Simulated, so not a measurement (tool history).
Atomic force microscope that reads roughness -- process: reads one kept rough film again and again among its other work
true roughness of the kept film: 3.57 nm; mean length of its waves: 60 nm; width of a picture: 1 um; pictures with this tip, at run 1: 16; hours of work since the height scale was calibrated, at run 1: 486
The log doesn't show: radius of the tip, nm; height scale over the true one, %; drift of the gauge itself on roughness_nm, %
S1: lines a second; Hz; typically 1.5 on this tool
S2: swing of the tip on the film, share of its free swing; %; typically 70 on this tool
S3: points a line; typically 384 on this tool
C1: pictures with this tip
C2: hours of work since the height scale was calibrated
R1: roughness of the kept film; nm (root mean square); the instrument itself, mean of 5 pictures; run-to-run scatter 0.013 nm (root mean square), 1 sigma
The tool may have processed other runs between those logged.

Run 1, hour 0: usual settings; C1 16; C2 486. Result: R1 3.173 nm (root mean square).
At hour 29.4: new tip fitted.
Run 2, hour 29.4: usual settings; C1 0; C2 505. Result: R1 3.235 nm (root mean square).
At hour 65.9: new tip fitted.
Run 3, hour 65.9: usual settings; C1 0; C2 529. Result: R1 3.222 nm (root mean square).
At hour 106: new tip fitted.
Run 4, hour 114.2: usual settings but S2 71 %; C1 16; C2 562. Result: R1 3.11 nm (root mean square).
At hour 142.5: new tip fitted.
Run 5, hour 149.9: usual settings but S2 81 %; C1 14; C2 586. Result: R1 3.019 nm (root mean square).
At hour 181.8: new tip fitted.
Run 6, hour 197.2: usual settings but S2 81 %; C1 30; C2 618. Result: R1 2.97 nm (root mean square).
At hour 222.4: new tip fitted.
Run 7, hour 234.7: usual settings but S2 81 %; C1 24; C2 643. Result: R1 2.975 nm (root mean square).
Run 8, hour 255.7: usual settings but S2 81 %; C1 65; C2 657. Result: R1 2.842 nm (root mean square).
At hour 259.6: new tip fitted.
At hour 297.6: new tip fitted.
Run 9, hour 300.2: usual settings but S2 81 %, S3 902; C1 5; C2 686. Result: R1 3.044 nm (root mean square).
At hour 338.3: new tip fitted.
Run 10, hour 345.2: usual settings but S3 753; C1 14; C2 717. Result: R1 3.174 nm (root mean square).
At hour 376.3: new tip fitted.
Run 11, hour 387.6: usual settings; C1 22; C2 745. Result: R1 3.134 nm (root mean square).
Run 12, hour 412.1: usual settings; C1 70; C2 762. Result: R1 2.943 nm (root mean square).
At hour 416.5: new tip fitted.
Run 13, hour 448.2: usual settings; C1 62; C2 786. Result: R1 2.967 nm (root mean square).
At hour 453.1: new tip fitted.
At hour 490.1: new tip fitted.
Run 14, hour 490.1: usual settings; C1 0; C2 813. Result: R1 3.226 nm (root mean square).
Run 15, hour 522.8: usual settings but S3 274; C1 64; C2 836. Result: R1 2.974 nm (root mean square).
At hour 529.2: new tip fitted.
Run 16, hour 543: usual settings but S3 274; C1 27; C2 849. Result: R1 3.094 nm (root mean square).
Run 17, hour 564: usual settings but S3 274; C1 68; C2 863. Result: R1 2.966 nm (root mean square).
At hour 568.2: new tip fitted.
Run 18, hour 586.2: usual settings but S3 769; C1 35; C2 878. Result: R1 3.098 nm (root mean square).
At hour 606: new tip fitted.
Run 19, hour 628.9: usual settings but S3 769; C1 45; C2 907. Result: R1 3.043 nm (root mean square).
At hour 643.8: new tip fitted.
Run 20, hour 663.9: usual settings but S1 0.76 Hz; C1 39; C2 930. Result: R1 3.183 nm (root mean square).
At hour 680.6: new tip fitted.
Run 21, hour 695.7: usual settings but S1 0.6 Hz; C1 29; C2 951. Result: R1 3.222 nm (root mean square).
Run 22, hour 716.3: usual settings but S1 0.6 Hz; C1 69; C2 965. Result: R1 3.08 nm (root mean square).
At hour 720.1: new tip fitted.
Run 23, hour 754.6: usual settings but S2 58 %; C1 67; C2 991. Result: R1 3.062 nm (root mean square).
At hour 757.9: new tip fitted.
Run 24, hour 786: usual settings but S2 58 %; C1 55; C2 1012. Result: R1 3.127 nm (root mean square).
At hour 794.8: new tip fitted.
Run 25, hour 822.2: usual settings; C1 53; C2 1036. Result: R1 3.045 nm (root mean square).
At hour 831.5: new tip fitted.
Run 26, hour 864.1: usual settings but S1 0.58 Hz, S2 63 %, S3 374; C1 63; C2 1064. Result: R1 3.129 nm (root mean square).
At hour 870.2: new tip fitted.
At hour 908.7: new tip fitted.
Run 27, hour 910.4: usual settings but S1 1.68 Hz, S3 829; C1 3; C2 1095. Result: R1 3.207 nm (root mean square).
At hour 946.3: new tip fitted.
Run 28, hour 951.5: usual settings but S1 0.79 Hz, S2 85 %, S3 507; C1 10; C2 1122. Result: R1 3.173 nm (root mean square).
At hour 984: new tip fitted.
Run 29, hour 993.6: usual settings but S1 1.17 Hz, S2 85 %, S3 380; C1 19; C2 1151. Result: R1 3.02 nm (root mean square).
At hour 1022.8: new tip fitted.
Run 30, hour 1025.1: usual settings but S1 2.15 Hz, S2 82 %, S3 335; C1 4; C2 1172. Result: R1 2.887 nm (root mean square).
Run 31, hour 1045.2: usual settings but S1 1.91 Hz, S2 57 %, S3 974; C1 44; C2 1185. Result: R1 3.135 nm (root mean square).
At hour 1062.5: new tip fitted.
Run 32, hour 1067.8: usual settings but S1 1.91 Hz, S2 68 %, S3 974; C1 11; C2 1200. Result: R1 3.132 nm (root mean square).
Run 33, hour 1090.1: usual settings but S1 0.66 Hz, S2 90 %; C1 54; C2 1215. Result: R1 2.923 nm (root mean square).
At hour 1100.3: new tip fitted.
Run 34, hour 1115: usual settings but S3 964; C1 29; C2 1232. Result: R1 3.124 nm (root mean square).
At hour 1138.5: new tip fitted.
Run 35, hour 1141.7: usual settings but S3 964; C1 6; C2 1250. Result: R1 3.212 nm (root mean square).
At hour 1175.7: new tip fitted.
Run 36, hour 1183.2: usual settings but S2 62 %, S3 885; C1 14; C2 1278. Result: R1 3.252 nm (root mean square).
At hour 1214.7: new tip fitted.
Run 37, hour 1226.2: usual settings but S2 62 %, S3 885; C1 22; C2 1306. Result: R1 3.218 nm (root mean square).
At hour 1252.3: new tip fitted.
Run 38, hour 1256.1: usual settings but S2 67 %, S3 570; C1 7; C2 1326. Result: R1 3.224 nm (root mean square).
Run 39, hour 1277.9: usual settings but S1 0.86 Hz, S2 61 %, S3 310; C1 50; C2 1341. Result: R1 3.166 nm (root mean square).
At hour 1291.8: new tip fitted.
Run 40, hour 1301.9: usual settings but S1 0.86 Hz, S2 61 %, S3 310; C1 20; C2 1357. Result: R1 3.284 nm (root mean square).
Run 41, hour 1324.1: usual settings but S1 0.86 Hz, S2 61 %, S3 357; C1 63; C2 1372. Result: R1 3.136 nm (root mean square).
At hour 1330.2: new tip fitted.
At hour 1370.7: new tip fitted.
Run 42, hour 1372.7: usual settings but S1 0.86 Hz, S2 61 %, S3 357; C1 4; C2 1404. Result: R1 3.34 nm (root mean square).
At hour 1409.4: new tip fitted.
Run 43, hour 1409.4: usual settings; C1 0; C2 1429. Result: R1 3.237 nm (root mean square).
Run 44, hour 1433.8: usual settings but S1 1.93 Hz, S2 81 %, S3 412; C1 47; C2 1445. Result: R1 2.803 nm (root mean square).
At hour 1448.6: new tip fitted.
Run 45, hour 1460.3: usual settings but S1 1.76 Hz, S3 399; C1 23; C2 1463. Result: R1 3.093 nm (root mean square).
At hour 1486.4: new tip fitted.
Run 46, hour 1498.3: usual settings but S1 1.37 Hz, S3 748; C1 23; C2 1489. Result: R1 3.174 nm (root mean square).
At hour 1524.3: new tip fitted.
Run 47, hour 1533.2: usual settings but S1 1.89 Hz, S2 75 %, S3 315; C1 18; C2 1512. Result: R1 3.015 nm (root mean square).
Run 48, hour 1556.2: usual settings but S1 0.77 Hz, S2 74 %, S3 750; C1 63; C2 1527. Result: R1 3.014 nm (root mean square).
At hour 1563.2: new tip fitted.
Run 49, hour 1577.7: usual settings but S1 1.44 Hz, S3 882; C1 29; C2 1542. Result: R1 3.128 nm (root mean square).

How the hidden state differs across the entries between the runs, from the last listed run before each to the first after it:
Run 1 -> run 2: new tip fitted (hour 29.4)
  radius of the tip, nm: 15.6 -> 10.4; height scale over the true one, %: 0.31 -> 0.32
  measured result minus the result with no hidden state, R1: -0.057 -> +0.006 nm (root mean square)
Run 2 -> run 3: new tip fitted (hour 65.9)
  radius of the tip, nm: 10.4 -> 10.2; height scale over the true one, %: 0.32 -> 0.33
  measured result minus the result with no hidden state, R1: +0.006 -> +0.007 nm (root mean square)
Run 3 -> run 4: new tip fitted (hour 106)
  radius of the tip, nm: 10.2 -> 16.3; height scale over the true one, %: 0.33 -> 0.35
  measured result minus the result with no hidden state, R1: +0.007 -> -0.064 nm (root mean square)
Run 4 -> run 5: new tip fitted (hour 142.5)
  radius of the tip, nm: 16.3 -> 15.6; height scale over the true one, %: 0.35 -> 0.36
  measured result minus the result with no hidden state, R1: -0.064 -> -0.053 nm (root mean square)
Run 5 -> run 6: new tip fitted (hour 181.8)
  radius of the tip, nm: 15.6 -> 20.3; height scale over the true one, %: 0.36 -> 0.38
  measured result minus the result with no hidden state, R1: -0.053 -> -0.103 nm (root mean square)
Run 6 -> run 7: new tip fitted (hour 222.4)
  radius of the tip, nm: 20.3 -> 17.5; height scale over the true one, %: 0.38 -> 0.39
  measured result minus the result with no hidden state, R1: -0.103 -> -0.073 nm (root mean square)
Run 8 -> run 9: new tip fitted (hour 259.6); new tip fitted (hour 297.6)
  radius of the tip, nm: 32.5 -> 12.2; height scale over the true one, %: 0.4 -> 0.41
  measured result minus the result with no hidden state, R1: -0.229 -> -0.012 nm (root mean square)
Run 9 -> run 10: new tip fitted (hour 338.3)
  radius of the tip, nm: 12.2 -> 15.4; height scale over the true one, %: 0.41 -> 0.43
  measured result minus the result with no hidden state, R1: -0.012 -> -0.051 nm (root mean square)
Run 10 -> run 11: new tip fitted (hour 376.3)
  radius of the tip, nm: 15.4 -> 17.5; height scale over the true one, %: 0.43 -> 0.45
  measured result minus the result with no hidden state, R1: -0.051 -> -0.075 nm (root mean square)
Run 12 -> run 13: new tip fitted (hour 416.5)
  radius of the tip, nm: 34.9 -> 34.3; height scale over the true one, %: 0.45 -> 0.47
  measured result minus the result with no hidden state, R1: -0.261 -> -0.256 nm (root mean square)
Run 13 -> run 14: new tip fitted (hour 453.1); new tip fitted (hour 490.1)
  radius of the tip, nm: 34.3 -> 10.3; height scale over the true one, %: 0.47 -> 0.48
  measured result minus the result with no hidden state, R1: -0.256 -> +0.012 nm (root mean square)
Run 15 -> run 16: new tip fitted (hour 529.2)
  radius of the tip, nm: 32.6 -> 21.4
  measured result minus the result with no hidden state, R1: -0.237 -> -0.117 nm (root mean square)
Run 17 -> run 18: new tip fitted (hour 568.2)
  radius of the tip, nm: 34.2 -> 23.4; height scale over the true one, %: 0.51 -> 0.52
  measured result minus the result with no hidden state, R1: -0.254 -> -0.14 nm (root mean square)
Run 18 -> run 19: new tip fitted (hour 606)
  radius of the tip, nm: 23.4 -> 27.1; height scale over the true one, %: 0.52 -> 0.53
  measured result minus the result with no hidden state, R1: -0.14 -> -0.18 nm (root mean square)
Run 19 -> run 20: new tip fitted (hour 643.8)
  radius of the tip, nm: 27.1 -> 24.4; height scale over the true one, %: 0.53 -> 0.55
  measured result minus the result with no hidden state, R1: -0.18 -> -0.155 nm (root mean square)
Run 20 -> run 21: new tip fitted (hour 680.6)
  radius of the tip, nm: 24.4 -> 19.4; height scale over the true one, %: 0.55 -> 0.56
  measured result minus the result with no hidden state, R1: -0.155 -> -0.096 nm (root mean square)
Run 22 -> run 23: new tip fitted (hour 720.1)
  radius of the tip, nm: 33.8 -> 34.8; height scale over the true one, %: 0.56 -> 0.58
  measured result minus the result with no hidden state, R1: -0.257 -> -0.266 nm (root mean square)
Run 23 -> run 24: new tip fitted (hour 757.9)
  radius of the tip, nm: 34.8 -> 28.8; height scale over the true one, %: 0.58 -> 0.59
  measured result minus the result with no hidden state, R1: -0.266 -> -0.202 nm (root mean square)
Run 24 -> run 25: new tip fitted (hour 794.8)
  radius of the tip, nm: 28.8 -> 27; height scale over the true one, %: 0.59 -> 0.6
  measured result minus the result with no hidden state, R1: -0.202 -> -0.175 nm (root mean square)
Run 25 -> run 26: new tip fitted (hour 831.5)
  radius of the tip, nm: 27 -> 33.3; height scale over the true one, %: 0.6 -> 0.61
  measured result minus the result with no hidden state, R1: -0.175 -> -0.254 nm (root mean square)
Run 26 -> run 27: new tip fitted (hour 870.2); new tip fitted (hour 908.7)
  radius of the tip, nm: 33.3 -> 11.2; height scale over the true one, %: 0.61 -> 0.63
  measured result minus the result with no hidden state, R1: -0.254 -> +0.006 nm (root mean square)
Run 27 -> run 28: new tip fitted (hour 946.3)
  radius of the tip, nm: 11.2 -> 14.6; height scale over the true one, %: 0.63 -> 0.64
  measured result minus the result with no hidden state, R1: +0.006 -> -0.034 nm (root mean square)
Run 28 -> run 29: new tip fitted (hour 984)
  radius of the tip, nm: 14.6 -> 18.7; height scale over the true one, %: 0.64 -> 0.66
  measured result minus the result with no hidden state, R1: -0.034 -> -0.079 nm (root mean square)
Run 29 -> run 30: new tip fitted (hour 1022.8)
  radius of the tip, nm: 18.7 -> 12.3; height scale over the true one, %: 0.66 -> 0.67
  measured result minus the result with no hidden state, R1: -0.079 -> -0.006 nm (root mean square)
Run 31 -> run 32: new tip fitted (hour 1062.5)
  radius of the tip, nm: 25.7 -> 15.8
  measured result minus the result with no hidden state, R1: -0.163 -> -0.046 nm (root mean square)
Run 33 -> run 34: new tip fitted (hour 1100.3)
  radius of the tip, nm: 31.8 -> 20.2; height scale over the true one, %: 0.69 -> 0.7
  measured result minus the result with no hidden state, R1: -0.219 -> -0.098 nm (root mean square)
Run 34 -> run 35: new tip fitted (hour 1138.5)
  radius of the tip, nm: 20.2 -> 13.3; height scale over the true one, %: 0.7 -> 0.71
  measured result minus the result with no hidden state, R1: -0.098 -> -0.017 nm (root mean square)
Run 35 -> run 36: new tip fitted (hour 1175.7)
  radius of the tip, nm: 13.3 -> 15.3; height scale over the true one, %: 0.71 -> 0.72
  measured result minus the result with no hidden state, R1: -0.017 -> -0.041 nm (root mean square)
Run 36 -> run 37: new tip fitted (hour 1214.7)
  radius of the tip, nm: 15.3 -> 17.6; height scale over the true one, %: 0.72 -> 0.74
  measured result minus the result with no hidden state, R1: -0.041 -> -0.068 nm (root mean square)
Run 37 -> run 38: new tip fitted (hour 1252.3)
  radius of the tip, nm: 17.6 -> 12.4; height scale over the true one, %: 0.74 -> 0.75
  measured result minus the result with no hidden state, R1: -0.068 -> -0.005 nm (root mean square)
Run 39 -> run 40: new tip fitted (hour 1291.8)
  radius of the tip, nm: 28.3 -> 18.1; height scale over the true one, %: 0.76 -> 0.77
  measured result minus the result with no hidden state, R1: -0.192 -> -0.075 nm (root mean square)
Run 41 -> run 42: new tip fitted (hour 1330.2); new tip fitted (hour 1370.7)
  radius of the tip, nm: 33.7 -> 11.9; height scale over the true one, %: 0.77 -> 0.79
  measured result minus the result with no hidden state, R1: -0.254 -> +0.002 nm (root mean square)
Run 42 -> run 43: new tip fitted (hour 1409.4)
  radius of the tip, nm: 11.9 -> 10; height scale over the true one, %: 0.79 -> 0.8
  measured result minus the result with no hidden state, R1: +0.002 -> +0.025 nm (root mean square)
Run 44 -> run 45: new tip fitted (hour 1448.6)
  radius of the tip, nm: 27.2 -> 18.9; height scale over the true one, %: 0.81 -> 0.82
  measured result minus the result with no hidden state, R1: -0.158 -> -0.077 nm (root mean square)
Run 45 -> run 46: new tip fitted (hour 1486.4)
  radius of the tip, nm: 18.9 -> 18.4; height scale over the true one, %: 0.82 -> 0.84
  measured result minus the result with no hidden state, R1: -0.077 -> -0.074 nm (root mean square)
Run 46 -> run 47: new tip fitted (hour 1524.3)
  radius of the tip, nm: 18.4 -> 17.8; height scale over the true one, %: 0.84 -> 0.85
  measured result minus the result with no hidden state, R1: -0.074 -> -0.062 nm (root mean square)
Run 48 -> run 49: new tip fitted (hour 1563.2)
  radius of the tip, nm: 33.7 -> 21.3; height scale over the true one, %: 0.86 -> 0.87
  measured result minus the result with no hidden state, R1: -0.241 -> -0.105 nm (root mean square)
